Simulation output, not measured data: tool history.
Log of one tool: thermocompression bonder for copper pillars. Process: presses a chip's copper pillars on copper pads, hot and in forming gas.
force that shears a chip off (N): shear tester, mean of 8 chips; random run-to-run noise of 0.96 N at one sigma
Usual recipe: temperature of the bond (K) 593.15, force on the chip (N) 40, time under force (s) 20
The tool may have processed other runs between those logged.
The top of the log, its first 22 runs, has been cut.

run,hour,temperature of the bond (K),force on the chip (N),time under force (s),hours of work since the heater was calibrated,hours of work since the force cell was calibrated,hours of work since the gas filter was changed,force that shears a chip off (N)
23,1238.5,574.15,40,20,559,1578,142,67.6
# hour 1252.8: forming gas filter changed
24,1313.0,597.15,45,39,599,1617,32,97.5
25,1372.9,604.15,51,57,632,1650,65,106.0
26,1441.8,609.15,27,51,669,1687,102,91.7
27,1510.2,609.15,27,51,706,1724,139,89.8
# hour 1528.7: forming gas filter changed
28,1550.5,609.15,27,51,727,1745,12,91.1
# hour 1563.5: force cell calibrated
29,1617.6,600.15,34,23,763,29,47,81.1
30,1657.0,600.15,26,16,784,50,68,60.5

What if the next run were any one of these 3? Each begins from the tool's condition after run 30:
A,1705.3,592.15,26,17,810,76,94,?
B,1705.3,600.15,26,58,810,76,94,?
C,1705.3,565.15,30,16,810,76,94,?

run,force that shears a chip off (N)
A,57.4
B,87.7
C,44.7
Take away the tool's hidden state, keep each run's random variation, and the runs would have read:
run,force that shears a chip off (N)
A,57.7
B,88.1
C,44.9
